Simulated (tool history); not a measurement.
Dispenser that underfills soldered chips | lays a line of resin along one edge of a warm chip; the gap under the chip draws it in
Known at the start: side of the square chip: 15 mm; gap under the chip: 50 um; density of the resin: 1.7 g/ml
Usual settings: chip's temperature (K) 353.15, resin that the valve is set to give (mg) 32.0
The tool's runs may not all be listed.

| run | hour | chip's temperature (K) | resin that the valve is set to give (mg) | time until the resin shows at the far edge (s) | resin that the valve gave (mg) |
|---|---|---|---|---|---|
| 1 | 0.0 | 353.15 | 32.0 | 175.5 | 31.49 |
|  | 6.7 | new syringe of resin |
| 2 | 7.7 | 353.15 | 32.0 | 138.2 | 31.31 |
| 3 | 17.4 | 353.15 | 39.6 | 229.1 | 38.81 |
|  | 18.6 | new syringe of resin |
| 4 | 24.6 | 353.15 | 39.6 | 178.4 | 38.43 |
|  | 30.1 | new syringe of resin |
| 5 | 40.4 | 353.15 | 40.7 | 216.1 | 39.09 |
|  | 42.1 | new syringe of resin |
| 6 | 51.7 | 353.15 | 40.7 | 213.8 | 39.30 |
|  | 54.1 | new syringe of resin |
|  | 65.8 | new syringe of resin |
| 7 | 66.3 | 366.15 | 28.2 | 73.7 | 27.13 |
|  | 73.6 | dispensing valve cleaned and set on the balance |
| 8 | 73.6 | 351.15 | 31.4 | 208.7 | 31.33 |

Run 9 comes next. What will it give?
|  | 78.5 | new syringe of resin |
| 9 | 81.7 | 351.15 | 31.4 | ? | ? |

time until the resin shows at the far edge (s): 168.7
resin that the valve gave (mg): 31.17
Without the tool's hidden state the same run would have given time until the resin shows at the far edge (s) 159.5, resin that the valve gave (mg) 31.25.

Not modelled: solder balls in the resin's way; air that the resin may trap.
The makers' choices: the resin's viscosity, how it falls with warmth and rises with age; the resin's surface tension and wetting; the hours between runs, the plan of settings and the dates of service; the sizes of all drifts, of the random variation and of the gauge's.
